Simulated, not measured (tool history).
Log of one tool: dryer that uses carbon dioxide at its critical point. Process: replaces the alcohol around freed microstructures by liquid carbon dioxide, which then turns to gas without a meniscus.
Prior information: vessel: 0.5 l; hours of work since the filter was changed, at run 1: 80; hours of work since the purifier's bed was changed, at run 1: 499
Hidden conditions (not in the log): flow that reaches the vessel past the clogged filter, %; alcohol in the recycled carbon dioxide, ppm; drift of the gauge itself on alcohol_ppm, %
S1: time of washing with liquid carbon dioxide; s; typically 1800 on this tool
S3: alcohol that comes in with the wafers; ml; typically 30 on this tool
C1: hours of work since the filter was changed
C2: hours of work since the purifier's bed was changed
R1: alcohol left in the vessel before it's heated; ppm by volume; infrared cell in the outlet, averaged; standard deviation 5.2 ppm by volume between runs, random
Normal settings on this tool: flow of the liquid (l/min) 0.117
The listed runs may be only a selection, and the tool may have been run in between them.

run 1 hour=0.0 | S1=1800 flow_of_the_liquid_(l/min)=0.117 S3=30 | C1=80 C2=499 | R1=249
run 2 hour=34.0 | S1=1800 flow_of_the_liquid_(l/min)=0.096 S3=30 | C1=103 C2=522 | R1=554
run 3 hour=83.4 | S1=1800 flow_of_the_liquid_(l/min)=0.117 S3=108 | C1=137 C2=556 | R1=752
run 4 hour=113.8 | S1=1800 flow_of_the_liquid_(l/min)=0.117 S3=35 | C1=158 C2=577 | R1=363
run 5 hour=136.1 | S1=1800 flow_of_the_liquid_(l/min)=0.117 S3=25 | C1=173 C2=592 | R1=298
run 6 hour=178.5 | S1=1800 flow_of_the_liquid_(l/min)=0.117 S3=25 | C1=203 C2=621 | R1=333
run 7 hour=199.7 | S1=1800 flow_of_the_liquid_(l/min)=0.117 S3=25 | C1=217 C2=635 | R1=345
-- hour=242.2 inlet filter changed
run 8 hour=242.2 | S1=1800 flow_of_the_liquid_(l/min)=0.117 S3=48 | C1=0 C2=664 | R1=276
run 9 hour=273.8 | S1=1800 flow_of_the_liquid_(l/min)=0.117 S3=30 | C1=22 C2=686 | R1=242
run 10 hour=314.0 | S1=1800 flow_of_the_liquid_(l/min)=0.117 S3=36 | C1=49 C2=713 | R1=280
run 11 hour=358.3 | S1=1800 flow_of_the_liquid_(l/min)=0.117 S3=36 | C1=80 C2=743 | R1=315
run 12 hour=406.6 | S1=1320 flow_of_the_liquid_(l/min)=0.117 S3=30 | C1=113 C2=777 | R1=921
run 13 hour=431.2 | S1=1800 flow_of_the_liquid_(l/min)=0.117 S3=30 | C1=130 C2=793 | R1=332
run 14 hour=453.5 | S1=1800 flow_of_the_liquid_(l/min)=0.117 S3=30 | C1=145 C2=809 | R1=337
run 15 hour=480.8 | S1=1800 flow_of_the_liquid_(l/min)=0.117 S3=66 | C1=164 C2=827 | R1=589
run 16 hour=516.9 | S1=1800 flow_of_the_liquid_(l/min)=0.117 S3=66 | C1=188 C2=852 | R1=650
run 17 hour=558.3 | S1=1140 flow_of_the_liquid_(l/min)=0.117 S3=42 | C1=217 C2=881 | R1=2718
run 18 hour=580.6 | S1=1140 flow_of_the_liquid_(l/min)=0.116 S3=78 | C1=232 C2=896 | R1=5261
-- hour=604.4 inlet filter changed
run 19 hour=606.3 | S1=2580 flow_of_the_liquid_(l/min)=0.101 S3=78 | C1=1 C2=913 | R1=244
run 20 hour=652.2 | S1=2580 flow_of_the_liquid_(l/min)=0.101 S3=78 | C1=33 C2=944 | R1=261
-- hour=676.2 purifier's bed changed
run 21 hour=680.7 | S1=2580 flow_of_the_liquid_(l/min)=0.101 S3=78 | C1=50 C2=3 | R1=75
run 22 hour=705.4 | S1=2580 flow_of_the_liquid_(l/min)=0.101 S3=78 | C1=67 C2=20 | R1=79
run 23 hour=731.7 | S1=2700 flow_of_the_liquid_(l/min)=0.124 S3=82 | C1=85 C2=38 | R1=20
run 24 hour=760.3 | S1=2700 flow_of_the_liquid_(l/min)=0.124 S3=82 | C1=105 C2=58 | R1=36
run 25 hour=801.6 | S1=1980 flow_of_the_liquid_(l/min)=0.186 S3=25 | C1=133 C2=86 | R1=27
run 26 hour=847.8 | S1=1800 flow_of_the_liquid_(l/min)=0.095 S3=67 | C1=165 C2=118 | R1=1354
run 27 hour=894.6 | S1=1800 flow_of_the_liquid_(l/min)=0.095 S3=67 | C1=197 C2=150 | R1=1485

Table of differences, measured result less the result of that run with no hidden state. Run-to-run variation is the same in both. Gauge scatter possibly is not:
run=1 R1=+149
run=2 R1=+261
run=3 R1=+432
run=4 R1=+241
run=5 R1=+217
run=6 R1=+260
run=7 R1=+276
run=8 R1=+138
run=9 R1=+148
run=10 R1=+170
run=11 R1=+203
run=12 R1=+402
run=13 R1=+239
run=14 R1=+243
run=15 R1=+392
run=16 R1=+449
run=17 R1=+1373
run=18 R1=+2672
run=19 R1=+189
run=20 R1=+207
run=21 R1=+20
run=22 R1=+30
run=23 R1=+15
run=24 R1=+20
run=25 R1=+20
run=26 R1=+657
run=27 R1=+818
